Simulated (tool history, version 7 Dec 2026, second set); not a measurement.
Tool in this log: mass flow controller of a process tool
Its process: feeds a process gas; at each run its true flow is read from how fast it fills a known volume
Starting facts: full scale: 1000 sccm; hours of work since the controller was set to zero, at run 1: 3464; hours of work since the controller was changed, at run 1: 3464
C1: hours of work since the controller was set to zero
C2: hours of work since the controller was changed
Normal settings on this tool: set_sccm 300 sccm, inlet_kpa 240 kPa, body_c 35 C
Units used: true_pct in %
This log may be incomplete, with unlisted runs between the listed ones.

{"run": 1, "day": 0.0, "set_sccm": 300, "inlet_kpa": 240, "body_c": 35, "C1": 3464, "C2": 3464, "true_pct": 96.55}
{"run": 2, "day": 10.617, "set_sccm": 300, "inlet_kpa": 240, "body_c": 35, "C1": 3665, "C2": 3665, "true_pct": 96.48}
{"run": 3, "day": 16.054, "set_sccm": 300, "inlet_kpa": 240, "body_c": 35, "C1": 3769, "C2": 3769, "true_pct": 96.45}
{"run": 4, "day": 23.662, "set_sccm": 300, "inlet_kpa": 240, "body_c": 35, "C1": 3913, "C2": 3913, "true_pct": 96.3}
{"run": 5, "day": 30.321, "set_sccm": 300, "inlet_kpa": 240, "body_c": 35, "C1": 4040, "C2": 4040, "true_pct": 96.06}
{"run": 6, "day": 35.767, "set_sccm": 300, "inlet_kpa": 240, "body_c": 35, "C1": 4143, "C2": 4143, "true_pct": 96.23}
{"run": 7, "day": 43.788, "set_sccm": 300, "inlet_kpa": 240, "body_c": 35, "C1": 4296, "C2": 4296, "true_pct": 96.06}
{"run": 8, "day": 52.008, "set_sccm": 300, "inlet_kpa": 240, "body_c": 35, "C1": 4452, "C2": 4452, "true_pct": 95.88}
{"run": 9, "day": 58.408, "set_sccm": 300, "inlet_kpa": 240, "body_c": 35, "C1": 4574, "C2": 4574, "true_pct": 95.82}
{"run": 10, "day": 67.579, "set_sccm": 300, "inlet_kpa": 240, "body_c": 35, "C1": 4748, "C2": 4748, "true_pct": 95.68}
{"run": 11, "day": 75.125, "set_sccm": 300, "inlet_kpa": 240, "body_c": 35, "C1": 4891, "C2": 4891, "true_pct": 95.62}
{"day": 81.842, "done": "controller's zero set anew"}
{"run": 12, "day": 83.708, "set_sccm": 300, "inlet_kpa": 240, "body_c": 35, "C1": 35, "C2": 5054, "true_pct": 94.51}
{"run": 13, "day": 89.279, "set_sccm": 300, "inlet_kpa": 240, "body_c": 35, "C1": 141, "C2": 5160, "true_pct": 94.5}
{"run": 14, "day": 97.054, "set_sccm": 300, "inlet_kpa": 240, "body_c": 35, "C1": 289, "C2": 5308, "true_pct": 94.41}
{"run": 15, "day": 106.917, "set_sccm": 300, "inlet_kpa": 240, "body_c": 35, "C1": 476, "C2": 5495, "true_pct": 94.13}
{"run": 16, "day": 116.096, "set_sccm": 300, "inlet_kpa": 240, "body_c": 35, "C1": 651, "C2": 5669, "true_pct": 94.08}
{"run": 17, "day": 125.767, "set_sccm": 908, "inlet_kpa": 240, "body_c": 38, "C1": 835, "C2": 5853, "true_pct": 97.38}
{"run": 18, "day": 130.388, "set_sccm": 908, "inlet_kpa": 240, "body_c": 38, "C1": 922, "C2": 5941, "true_pct": 97.25}
{"day": 134.129, "done": "controller's zero set anew, once more"}
{"run": 19, "day": 135.846, "set_sccm": 908, "inlet_kpa": 240, "body_c": 38, "C1": 33, "C2": 6044, "true_pct": 98.38}
{"run": 20, "day": 145.088, "set_sccm": 908, "inlet_kpa": 240, "body_c": 38, "C1": 208, "C2": 6220, "true_pct": 98.24}
{"run": 21, "day": 151.954, "set_sccm": 300, "inlet_kpa": 187, "body_c": 29, "C1": 339, "C2": 6350, "true_pct": 96.89}
{"run": 22, "day": 160.071, "set_sccm": 270, "inlet_kpa": 180, "body_c": 21, "C1": 493, "C2": 6504, "true_pct": 96.27}
{"run": 23, "day": 165.658, "set_sccm": 270, "inlet_kpa": 180, "body_c": 21, "C1": 599, "C2": 6611, "true_pct": 96.24}
{"run": 24, "day": 171.696, "set_sccm": 443, "inlet_kpa": 262, "body_c": 27, "C1": 714, "C2": 6725, "true_pct": 96.7}
{"run": 25, "day": 179.208, "set_sccm": 443, "inlet_kpa": 262, "body_c": 27, "C1": 857, "C2": 6868, "true_pct": 96.48}
{"run": 26, "day": 184.708, "set_sccm": 591, "inlet_kpa": 167, "body_c": 20, "C1": 961, "C2": 6973, "true_pct": 96.68}
{"run": 27, "day": 194.112, "set_sccm": 260, "inlet_kpa": 219, "body_c": 35, "C1": 1140, "C2": 7151, "true_pct": 96.36}
{"run": 28, "day": 201.283, "set_sccm": 718, "inlet_kpa": 176, "body_c": 23, "C1": 1276, "C2": 7288, "true_pct": 96.82}
{"run": 29, "day": 208.896, "set_sccm": 718, "inlet_kpa": 176, "body_c": 23, "C1": 1421, "C2": 7432, "true_pct": 96.71}
{"run": 30, "day": 217.054, "set_sccm": 718, "inlet_kpa": 176, "body_c": 23, "C1": 1576, "C2": 7587, "true_pct": 96.65}
{"run": 31, "day": 224.838, "set_sccm": 179, "inlet_kpa": 214, "body_c": 23, "C1": 1724, "C2": 7735, "true_pct": 94.86}
{"run": 32, "day": 231.042, "set_sccm": 179, "inlet_kpa": 214, "body_c": 23, "C1": 1842, "C2": 7853, "true_pct": 94.51}

Below are 4 alternative next runs, each starting from the tool's condition after run 32. Predict each:
{"run": "A", "day": 235.633, "set_sccm": 384, "inlet_kpa": 164, "body_c": 23, "C1": 1929, "C2": 7940, "true_pct": "?"}
{"run": "B", "day": 235.633, "set_sccm": 625, "inlet_kpa": 240, "body_c": 35, "C1": 1929, "C2": 7940, "true_pct": "?"}
{"run": "C", "day": 235.633, "set_sccm": 425, "inlet_kpa": 240, "body_c": 37, "C1": 1929, "C2": 7940, "true_pct": "?"}
{"run": "D", "day": 235.633, "set_sccm": 300, "inlet_kpa": 143, "body_c": 39, "C1": 1929, "C2": 7940, "true_pct": "?"}

run=A true_pct=95.76
run=B true_pct=96.75
run=C true_pct=96.31
run=D true_pct=96.23
Stripped of hidden state, with their random variation kept, the same runs would have yielded:
run=A true_pct=99.19
run=B true_pct=99.91
run=C true_pct=99.67
run=D true_pct=99.85
